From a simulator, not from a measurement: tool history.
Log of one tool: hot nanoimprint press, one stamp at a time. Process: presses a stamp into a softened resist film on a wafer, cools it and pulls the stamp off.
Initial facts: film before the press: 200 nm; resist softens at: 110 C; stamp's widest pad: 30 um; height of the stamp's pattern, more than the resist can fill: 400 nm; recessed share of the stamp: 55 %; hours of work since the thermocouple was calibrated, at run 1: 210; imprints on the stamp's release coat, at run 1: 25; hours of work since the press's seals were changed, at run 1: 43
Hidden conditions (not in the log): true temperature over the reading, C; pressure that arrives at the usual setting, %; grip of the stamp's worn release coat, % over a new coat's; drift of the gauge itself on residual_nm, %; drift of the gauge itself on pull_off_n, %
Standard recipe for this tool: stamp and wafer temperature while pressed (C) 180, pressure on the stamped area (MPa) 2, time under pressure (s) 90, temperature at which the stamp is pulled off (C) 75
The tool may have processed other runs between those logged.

| run | hour | stamp and wafer temperature while pressed (C) | pressure on the stamped area (MPa) | time under pressure (s) | temperature at which the stamp is pulled off (C) | hours of work since the thermocouple was calibrated | imprints on the stamp's release coat | hours of work since the press's seals were changed | resist left under the stamp's widest pad (angstrom) | greatest force while the stamp is pulled off (N) |
|---|---|---|---|---|---|---|---|---|---|---|
| 1 | 0.0 | 180 | 2 | 90 | 75 | 210 | 25 | 43 | 1113 | 219 |
| 2 | 7.8 | 180 | 2 | 90 | 75 | 215 | 56 | 47 | 1114 | 219 |
| 3 | 13.0 | 180 | 2 | 90 | 75 | 218 | 78 | 50 | 1108 | 221 |
| 4 | 20.7 | 180 | 2 | 90 | 75 | 223 | 108 | 55 | 1118 | 220 |
| 5 | 26.9 | 180 | 2 | 90 | 75 | 226 | 133 | 59 | 1111 | 228 |
| 6 | 35.5 | 180 | 2 | 90 | 75 | 231 | 168 | 64 | 1123 | 223 |
| 7 | 44.0 | 180 | 2 | 90 | 75 | 236 | 202 | 69 | 1108 | 220 |

What will run 8 give?
|  | 47.6 | plate thermocouple calibrated |
| 8 | 53.4 | 180 | 2 | 90 | 75 | 3 | 228 | 72 | ? | ? |

Run 8 came out at resist left under the stamp's widest pad (angstrom) 1141, greatest force while the stamp is pulled off (N) 225.
With no hidden state in the tool, this same run would have given resist left under the stamp's widest pad (angstrom) 1090, greatest force while the stamp is pulled off (N) 212.

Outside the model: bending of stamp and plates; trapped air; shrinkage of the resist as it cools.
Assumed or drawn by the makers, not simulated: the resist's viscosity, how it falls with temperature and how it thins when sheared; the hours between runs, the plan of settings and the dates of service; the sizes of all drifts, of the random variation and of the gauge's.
